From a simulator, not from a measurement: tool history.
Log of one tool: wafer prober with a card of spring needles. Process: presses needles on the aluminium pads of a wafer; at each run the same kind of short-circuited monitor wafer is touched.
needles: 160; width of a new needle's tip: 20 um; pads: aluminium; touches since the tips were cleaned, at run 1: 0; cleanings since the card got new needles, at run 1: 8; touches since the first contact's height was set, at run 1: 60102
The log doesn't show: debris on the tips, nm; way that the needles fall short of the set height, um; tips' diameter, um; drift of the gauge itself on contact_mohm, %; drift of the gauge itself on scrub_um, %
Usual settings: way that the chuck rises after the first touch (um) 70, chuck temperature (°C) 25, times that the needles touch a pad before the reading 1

run	hour	way that the chuck rises after the first touch (um)	chuck temperature (°C)	times that the needles touch a pad before the reading	touches since the tips were cleaned	cleanings since the card got new needles	touches since the first contact's height was set	resistance of one needle with its contact and lead (mohm)	way that a needle slides on the pad (um)
1	0.0	70	25	1	0	8	60102	209	10.96
2	6.7	70	29	1	1220	8	61322	223	10.94
3	15.2	70	29	1	2779	8	62881	229	10.95
4	24.6	70	25	1	4501	8	64603	238	10.94
# hour 34.3: height of the first contact set anew
5	36.3	90	25	1	6575	8	364	228	14.06
# hour 37.7: tips cleaned on abrasive film
6	45.5	70	26	1	1432	9	2041	225	10.89
7	59.7	70	26	1	4031	9	4640	242	10.93
8	69.7	70	26	2	5845	9	6454	232	10.89
# hour 74.0: tips cleaned on abrasive film
9	78.3	70	26	2	790	10	8009	211	10.90
10	91.4	70	26	2	3198	10	10417	223	10.88
11	97.5	70	25	2	4304	10	11523	227	10.88
# hour 106.5: height of the first contact set anew, once more
# hour 111.5: tips cleaned on abrasive film
12	111.8	72	26	1	42	11	944	209	11.34
13	121.1	70	94	3	1748	11	2650	226	11.02
14	132.8	70	94	3	3881	11	4783	234	11.05
15	142.7	84	77	2	5700	11	6602	234	13.24

Forecast each of these 5 alternatives for the next run:
# hour 148.0: tips cleaned on abrasive film
A	151.6	60	25	1	661	12	8203	?	?
# hour 148.0: tips cleaned on abrasive film
B	151.6	58	37	2	661	12	8203	?	?
# hour 148.0: tips cleaned on abrasive film
C	151.6	84	86	1	661	12	8203	?	?
# hour 148.0: tips cleaned on abrasive film
D	151.6	79	33	1	661	12	8203	?	?
# hour 148.0: tips cleaned on abrasive film
E	151.6	62	99	2	661	12	8203	?	?

run	resistance of one needle with its contact and lead (mohm)	way that a needle slides on the pad (um)
A	222	9.42
B	220	9.12
C	224	13.21
D	212	12.45
E	233	9.76
Without the tool's hidden state the same runs would have given:
run	resistance of one needle with its contact and lead (mohm)	way that a needle slides on the pad (um)
A	209	9.45
B	212	9.16
C	218	13.25
D	204	12.48
E	227	9.80

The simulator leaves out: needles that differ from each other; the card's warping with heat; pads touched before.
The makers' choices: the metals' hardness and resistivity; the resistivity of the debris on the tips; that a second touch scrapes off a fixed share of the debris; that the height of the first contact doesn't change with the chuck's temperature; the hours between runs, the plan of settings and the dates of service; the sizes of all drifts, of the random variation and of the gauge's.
